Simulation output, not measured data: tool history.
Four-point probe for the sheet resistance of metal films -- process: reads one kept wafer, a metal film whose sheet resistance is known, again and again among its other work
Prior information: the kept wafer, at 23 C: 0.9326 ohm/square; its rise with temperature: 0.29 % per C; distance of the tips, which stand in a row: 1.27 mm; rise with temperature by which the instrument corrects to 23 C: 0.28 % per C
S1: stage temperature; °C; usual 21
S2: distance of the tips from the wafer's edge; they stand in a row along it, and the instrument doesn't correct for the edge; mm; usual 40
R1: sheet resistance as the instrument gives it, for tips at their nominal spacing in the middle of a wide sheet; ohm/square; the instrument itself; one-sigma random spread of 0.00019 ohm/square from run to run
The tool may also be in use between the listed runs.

run   hour  S1  S2        R1
  1      0  21  40  0.932624
  2   10.6  21  40  0.932825
  3   26.7  21  40  0.933359
  4   38.4  26  40   0.93384
  5   59.4  26  40  0.933565
  6   70.1  21  40  0.933048
  7   78.9  21  40  0.933113
  8     97  20   9  0.942451
  9  109.3  30   3   1.01533
 10    120  30   3  1.015729
 11  135.3  22   6   0.95489
 12  147.4  22   6  0.955103

Taken out of this log: 2 entries between the listed runs. Where each belongs, and how the hidden state differs across it:
From run 4 to run 5: stage's thermometer calibrated (hour 39.9)
  inner tips' distance over the nominal, %: 0.042 -> 0.047; tips' flats over new ones', %: 36 -> 37; wafer's true temperature over the reading, C: -0.08 -> -0.11
  the result without the hidden state subtracted from the measured one, R1: +0.000197 -> +0.000178 ohm/square
From run 11 to run 12: stage's thermometer calibrated, once more (hour 146)
  inner tips' distance over the nominal, %: 0.065 -> 0.068; tips' flats over new ones', %: 40 -> 41; wafer's true temperature over the reading, C: -0.13 -> -0.03
  the result without the hidden state subtracted from the measured one, R1: +0.000306 -> +0.000607 ohm/square
